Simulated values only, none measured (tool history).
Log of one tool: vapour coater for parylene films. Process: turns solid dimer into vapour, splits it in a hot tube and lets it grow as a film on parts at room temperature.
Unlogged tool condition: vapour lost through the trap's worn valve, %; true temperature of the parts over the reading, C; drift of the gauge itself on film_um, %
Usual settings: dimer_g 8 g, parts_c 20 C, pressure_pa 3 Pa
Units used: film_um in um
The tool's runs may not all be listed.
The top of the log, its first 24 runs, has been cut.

| run | hour | dimer_g | parts_c | pressure_pa | hours of work since the trap's valve was overhauled | hours of work since the table's thermometer was calibrated | film_um |
|---|---|---|---|---|---|---|---|
| 25 | 405 | 8 | 20 | 4.81 | 216 | 804 | 5.17 |
| 26 | 426.5 | 9 | 28 | 4.61 | 230 | 818 | 4.21 |
| 27 | 450.8 | 6 | 26 | 5.95 | 246 | 834 | 2.97 |
| 28 | 472.8 | 7 | 27 | 5.9 | 261 | 849 | 3.34 |
| 29 | 493.7 | 6 | 20 | 7.51 | 275 | 862 | 3.66 |
| 30 | 515.7 | 6 | 20 | 7.51 | 289 | 877 | 3.68 |
| 31 | 536.4 | 9 | 17 | 2.87 | 303 | 890 | 6.84 |
| 32 | 559.4 | 9 | 17 | 2.87 | 318 | 906 | 6.87 |
| 33 | 577.5 | 3 | 14 | 2.23 | 330 | 917 | 2.67 |
| 34 | 600.1 | 13 | 19 | 3.62 | 345 | 932 | 8.97 |
| 35 | 621.9 | 13 | 19 | 3.62 | 359 | 947 | 8.93 |
| 36 | 639.2 | 4 | 19 | 5.2 | 370 | 958 | 2.59 |
| 37 | 653.4 | 4 | 25 | 5.2 | 380 | 967 | 2.03 |
| 38 | 668.1 | 6 | 24 | 3 | 389 | 977 | 3.37 |
| 39 | 691.3 | 6 | 19 | 3 | 405 | 992 | 4.15 |
| 40 | 710.1 | 4 | 25 | 7.41 | 417 | 1005 | 1.94 |
| 41 | 721.2 | 4 | 25 | 5.85 | 424 | 1012 | 2.04 |
| 42 | 731.2 | 6 | 18 | 3 | 431 | 1019 | 4.25 |
| 43 | 750.8 | 6 | 18 | 3 | 444 | 1032 | 4.34 |
|  | 760.3 | trap's valve overhauled |
| 44 | 766.4 | 13 | 22 | 3.47 | 4 | 1039 | 8.38 |
| 45 | 777.7 | 3 | 21 | 3 | 11 | 1047 | 1.99 |
| 46 | 799.2 | 14 | 24 | 7.1 | 26 | 1061 | 7.55 |
| 47 | 811 | 14 | 24 | 7.1 | 33 | 1068 | 7.45 |

4 ways to go on from here, each from the tool as it stands after run 47. What would each give?
| A | 833.8 | 14 | 16 | 7.1 | 48 | 1083 | ? |
| B | 833.8 | 12 | 30 | 4.93 | 48 | 1083 | ? |
| C | 833.8 | 8 | 25 | 3 | 48 | 1083 | ? |
| D | 833.8 | 3 | 25 | 2.37 | 48 | 1083 | ? |

| run | film_um |
|---|---|
| A | 10.45 |
| B | 5.15 |
| C | 4.47 |
| D | 1.73 |
Stripped of hidden state, with their random variation kept, the same runs would have yielded:
| run | film_um |
|---|---|
| A | 10.89 |
| B | 5.37 |
| C | 4.66 |
| D | 1.8 |
